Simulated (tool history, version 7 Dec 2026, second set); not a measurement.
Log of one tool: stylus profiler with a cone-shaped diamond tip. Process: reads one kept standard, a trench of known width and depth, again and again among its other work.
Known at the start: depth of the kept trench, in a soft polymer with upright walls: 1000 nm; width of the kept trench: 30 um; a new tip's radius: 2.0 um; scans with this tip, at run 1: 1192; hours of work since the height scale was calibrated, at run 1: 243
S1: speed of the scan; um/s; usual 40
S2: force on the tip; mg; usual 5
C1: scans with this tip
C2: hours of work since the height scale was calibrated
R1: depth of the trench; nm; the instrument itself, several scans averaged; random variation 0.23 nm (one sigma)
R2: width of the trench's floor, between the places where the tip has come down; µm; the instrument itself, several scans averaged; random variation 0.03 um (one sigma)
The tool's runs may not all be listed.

Run 1, hour 0: usual settings; C1 1192; C2 243. Result: R1 1010.33 nm, R2 25.86 µm.
Run 2, hour 25.1: usual settings; C1 1249; C2 254. Result: R1 1010.38 nm, R2 25.81 µm.
Run 3, hour 47.2: usual settings but S2 1.74 mg; C1 1298; C2 264. Result: R1 1004.34 nm, R2 25.74 µm.
Run 4, hour 74: usual settings but S2 1.74 mg; C1 1359; C2 277. Result: R1 1004.21 nm, R2 25.74 µm.
Run 5, hour 87.1: usual settings but S2 1.74 mg; C1 1388; C2 283. Result: R1 1004.48 nm, R2 25.69 µm.
Run 6, hour 105: usual settings but S2 1.96 mg; C1 1428; C2 291. Result: R1 1004.63 nm, R2 25.72 µm.
Run 7, hour 126: usual settings but S1 11 um/s, S2 1.96 mg; C1 1476; C2 301. Result: R1 1004.71 nm, R2 25.76 µm.
Run 8, hour 139.8: usual settings but S1 17 um/s, S2 1.96 mg; C1 1507; C2 307. Result: R1 1005.19 nm, R2 25.76 µm.
Run 9, hour 163.1: usual settings but S1 17 um/s, S2 1.96 mg; C1 1559; C2 318. Result: R1 1004.81 nm, R2 25.71 µm.
Run 10, hour 192.6: usual settings but S2 4.14 mg; C1 1625; C2 331. Result: R1 1008.24 nm, R2 25.66 µm.
Run 11, hour 207.4: usual settings but S2 4.14 mg; C1 1659; C2 338. Result: R1 1008.52 nm, R2 25.57 µm.
Run 12, hour 222.5: usual settings; C1 1692; C2 345. Result: R1 1009.68 nm, R2 25.62 µm.
Run 13, hour 236.5: usual settings but S2 11.18 mg; C1 1724; C2 351. Result: R1 1017.74 nm, R2 25.58 µm.
Run 14, hour 254.4: usual settings but S2 11.18 mg; C1 1764; C2 359. Result: R1 1017.85 nm, R2 25.59 µm.
Run 15, hour 273.9: usual settings but S1 38 um/s, S2 8.56 mg; C1 1808; C2 368. Result: R1 1014.72 nm, R2 25.59 µm.
Run 16, hour 304.7: usual settings but S1 10 um/s, S2 10 mg; C1 1877; C2 382. Result: R1 1016.6 nm, R2 25.57 µm.
Run 17, hour 325.1: usual settings but S1 22 um/s, S2 3.3 mg; C1 1923; C2 392. Result: R1 1007.02 nm, R2 25.56 µm.
Run 18, hour 349.3: usual settings but S1 27 um/s, S2 2 mg; C1 1977; C2 403. Result: R1 1004.17 nm, R2 25.48 µm.
Run 19, hour 368.4: usual settings but S1 107 um/s, S2 2.06 mg; C1 2020; C2 411. Result: R1 1004.72 nm, R2 25.22 µm.
Run 20, hour 398.3: usual settings but S1 24 um/s, S2 7.34 mg; C1 2088; C2 425. Result: R1 1012.41 nm, R2 25.52 µm.
Run 21, hour 429.1: usual settings but S1 24 um/s, S2 7.34 mg; C1 2157; C2 439. Result: R1 1012.61 nm, R2 25.44 µm.
Run 22, hour 453.5: usual settings but S1 24 um/s, S2 7.34 mg; C1 2212; C2 450. Result: R1 1012.55 nm, R2 25.42 µm.
Run 23, hour 478.5: usual settings but S1 54 um/s, S2 13.04 mg; C1 2268; C2 462. Result: R1 1019.43 nm, R2 25.38 µm.
Run 24, hour 492.2: usual settings but S1 54 um/s, S2 13.04 mg; C1 2299; C2 468. Result: R1 1019.59 nm, R2 25.29 µm.
Run 25, hour 520.7: usual settings but S1 96 um/s, S2 6.41 mg; C1 2363; C2 481. Result: R1 1011.55 nm, R2 25.25 µm.
Run 26, hour 533.7: usual settings but S1 96 um/s, S2 6.41 mg; C1 2392; C2 487. Result: R1 1011.2 nm, R2 25.17 µm.
Run 27, hour 554.8: usual settings but S1 96 um/s, S2 6.41 mg; C1 2439; C2 497. Result: R1 1011.22 nm, R2 25.18 µm.

Forecast each of these 5 alternatives for the next run:
Run A, hour 576: usual settings but S1 26 um/s; C1 2487; C2 507. Result: R1 ?, R2 ?.
Run B, hour 576: usual settings but S1 67 um/s, S2 5.71 mg; C1 2487; C2 507. Result: R1 ?, R2 ?.
Run C, hour 576: usual settings but S1 146 um/s; C1 2487; C2 507. Result: R1 ?, R2 ?.
Run D, hour 576: usual settings but S1 57 um/s; C1 2487; C2 507. Result: R1 ?, R2 ?.
Run E, hour 576: usual settings but S1 19 um/s; C1 2487; C2 507. Result: R1 ?, R2 ?.

run       R1     R2
  A  1009.03  25.31
  B  1010.09  25.23
  C  1008.88  25.02
  D  1009.25   25.2
  E  1009.19  25.29
Without the tool's hidden state the same runs would have given:
run       R1     R2
  A  1011.49  26.51
  B  1012.55  26.43
  C  1011.34  26.22
  D  1011.72   26.4
  E  1011.65  26.49

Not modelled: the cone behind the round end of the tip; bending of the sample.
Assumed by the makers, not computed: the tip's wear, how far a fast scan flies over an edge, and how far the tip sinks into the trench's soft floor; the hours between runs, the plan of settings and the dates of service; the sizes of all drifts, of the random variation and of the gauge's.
